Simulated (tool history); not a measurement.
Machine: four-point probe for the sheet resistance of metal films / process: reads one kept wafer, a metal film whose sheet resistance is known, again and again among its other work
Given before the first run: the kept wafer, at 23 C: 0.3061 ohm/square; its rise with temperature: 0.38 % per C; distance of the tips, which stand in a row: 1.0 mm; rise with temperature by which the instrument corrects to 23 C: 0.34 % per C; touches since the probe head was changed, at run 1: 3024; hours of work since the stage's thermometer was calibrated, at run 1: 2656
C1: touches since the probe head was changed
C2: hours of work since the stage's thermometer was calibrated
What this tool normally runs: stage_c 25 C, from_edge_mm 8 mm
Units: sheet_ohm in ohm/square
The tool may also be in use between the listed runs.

run 1 hour=0.0 | stage_c=25 from_edge_mm=8 | C1=3024 C2=2656 | sheet_ohm=0.309697
run 2 hour=12.3 | stage_c=29 from_edge_mm=8 | C1=3353 C2=2663 | sheet_ohm=0.310017
-- hour=15.0 stage's thermometer calibrated
run 3 hour=35.4 | stage_c=29 from_edge_mm=8 | C1=3960 C2=13 | sheet_ohm=0.309336
run 4 hour=52.9 | stage_c=25 from_edge_mm=8 | C1=4430 C2=24 | sheet_ohm=0.308837
run 5 hour=75.1 | stage_c=25 from_edge_mm=8 | C1=5023 C2=38 | sheet_ohm=0.308952
run 6 hour=89.0 | stage_c=25 from_edge_mm=8 | C1=5396 C2=46 | sheet_ohm=0.308833
run 7 hour=108.3 | stage_c=25 from_edge_mm=8 | C1=5914 C2=59 | sheet_ohm=0.308961
run 8 hour=127.2 | stage_c=25 from_edge_mm=8 | C1=6419 C2=70 | sheet_ohm=0.308896
run 9 hour=139.2 | stage_c=25 from_edge_mm=8 | C1=6741 C2=78 | sheet_ohm=0.309047
run 10 hour=158.6 | stage_c=25 from_edge_mm=8 | C1=7262 C2=90 | sheet_ohm=0.308825
run 11 hour=171.4 | stage_c=25 from_edge_mm=8 | C1=7606 C2=98 | sheet_ohm=0.308977
run 12 hour=185.5 | stage_c=25 from_edge_mm=8 | C1=7985 C2=107 | sheet_ohm=0.308946
run 13 hour=196.3 | stage_c=25 from_edge_mm=8 | C1=8273 C2=114 | sheet_ohm=0.308870
run 14 hour=219.4 | stage_c=30 from_edge_mm=12 | C1=8893 C2=128 | sheet_ohm=0.307921
run 15 hour=243.9 | stage_c=31 from_edge_mm=3 | C1=9549 C2=144 | sheet_ohm=0.324124
run 16 hour=257.1 | stage_c=23 from_edge_mm=14 | C1=9904 C2=152 | sheet_ohm=0.306979
run 17 hour=279.3 | stage_c=23 from_edge_mm=14 | C1=10498 C2=166 | sheet_ohm=0.306891
run 18 hour=293.2 | stage_c=23 from_edge_mm=14 | C1=10871 C2=174 | sheet_ohm=0.306933
run 19 hour=311.3 | stage_c=32 from_edge_mm=27 | C1=11355 C2=186 | sheet_ohm=0.307169
run 20 hour=335.6 | stage_c=32 from_edge_mm=5 | C1=12006 C2=201 | sheet_ohm=0.313524
run 21 hour=349.6 | stage_c=30 from_edge_mm=8 | C1=12384 C2=210 | sheet_ohm=0.309379
run 22 hour=371.3 | stage_c=26 from_edge_mm=8 | C1=12964 C2=223 | sheet_ohm=0.309032
run 23 hour=382.8 | stage_c=23 from_edge_mm=10 | C1=13271 C2=231 | sheet_ohm=0.307674
run 24 hour=407.6 | stage_c=20 from_edge_mm=21 | C1=13938 C2=246 | sheet_ohm=0.306131

Describe how what the log doesn't record of the tool's condition differs between the last listed run preceding each entry between runs and the first listed run following it.
Between runs 2 and 3: stage's thermometer calibrated (hour 15.0)
  inner tips' distance over the nominal, %: 0.01 -> 0.007; wafer's true temperature over the reading, C: 0.7 -> 0.05
  measured value less the no-hidden-state value, sheet_ohm: +0.000824 -> +0.000082 ohm/square

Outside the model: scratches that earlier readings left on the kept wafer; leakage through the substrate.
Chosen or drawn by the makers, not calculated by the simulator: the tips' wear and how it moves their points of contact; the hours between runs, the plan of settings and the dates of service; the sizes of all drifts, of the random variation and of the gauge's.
